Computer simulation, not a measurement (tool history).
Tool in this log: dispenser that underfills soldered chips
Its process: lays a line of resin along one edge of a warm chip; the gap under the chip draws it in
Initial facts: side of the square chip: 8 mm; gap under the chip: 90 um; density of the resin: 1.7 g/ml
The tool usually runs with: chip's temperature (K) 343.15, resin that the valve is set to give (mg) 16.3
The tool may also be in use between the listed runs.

run    day  chip's temperature (K)  resin that the valve is set to give (mg)  time until the resin shows at the far edge (s)  resin that the valve gave (mg)
  1  0.000                  343.15                                      16.3                                           111.2                           15.64
     0.108  -- new syringe of resin
  2  0.608                  343.15                                      16.3                                           100.9                           15.63
     0.829  -- new syringe of resin
  3  1.246                  343.15                                      16.3                                            93.0                           15.42
     1.492  -- dispensing valve cleaned and set on the balance
     1.600  -- new syringe of resin
  4  1.625                  343.15                                      16.3                                            62.9                           16.29
  5  2.212                  343.15                                      14.3                                           115.4                           14.25
     2.312  -- new syringe of resin
  6  2.583                  344.15                                      16.3                                            78.9                           16.19
     3.029  -- new syringe of resin
  7  3.279                  344.15                                      16.3                                            77.5                           16.13
     3.746  -- new syringe of resin
  8  3.925                  344.15                                      16.3                                            74.9                           16.01
  9  4.225                  344.15                                      16.3                                            97.9                           15.90
     4.475  -- new syringe of resin
 10  4.704                  344.15                                      16.3                                            77.1                           15.80
 11  5.108                  352.15                                      14.5                                            85.6                           14.07
     5.217  -- new syringe of resin
 12  5.712                  329.15                                      20.4                                           179.9                           19.52
     5.958  -- new syringe of resin
 13  6.179                  336.15                                      16.3                                           102.4                           15.69
     6.654  -- new syringe of resin
 14  6.829                  336.15                                      16.3                                           103.1                           15.63
 15  7.312                  333.15                                      14.2                                           186.4                           13.62
     7.354  -- new syringe of resin
     7.592  -- dispensing valve cleaned and set on the balance
 16  7.779                  343.15                                      15.0                                            95.4                           15.08
     8.017  -- stage's temperature calibrated
     8.133  -- new syringe of resin
 17  8.333                  343.15                                      15.0                                            72.7                           14.76
     8.838  -- new syringe of resin
 18  8.929                  331.15                                      15.8                                           104.8                           15.59

Here are 4 independent what-if runs from the current tool condition. What would each one return?
  A  9.296                  343.15                                      18.0                                               ?                               ?
  B  9.296                  331.15                                      16.1                                               ?                               ?
  C  9.296                  349.15                                      17.9                                               ?                               ?
  D  9.296                  341.15                                      18.4                                               ?                               ?

run  time until the resin shows at the far edge (s)  resin that the valve gave (mg)
  A                                            89.2                           17.78
  B                                           148.7                           15.93
  C                                            73.2                           17.71
  D                                            99.4                           18.13
Stripped of hidden state, with their random variation kept, the same runs would have yielded:
run  time until the resin shows at the far edge (s)  resin that the valve gave (mg)
  A                                            57.3                           17.97
  B                                            95.5                           16.10
  C                                            47.3                           17.90
  D                                            64.1                           18.32
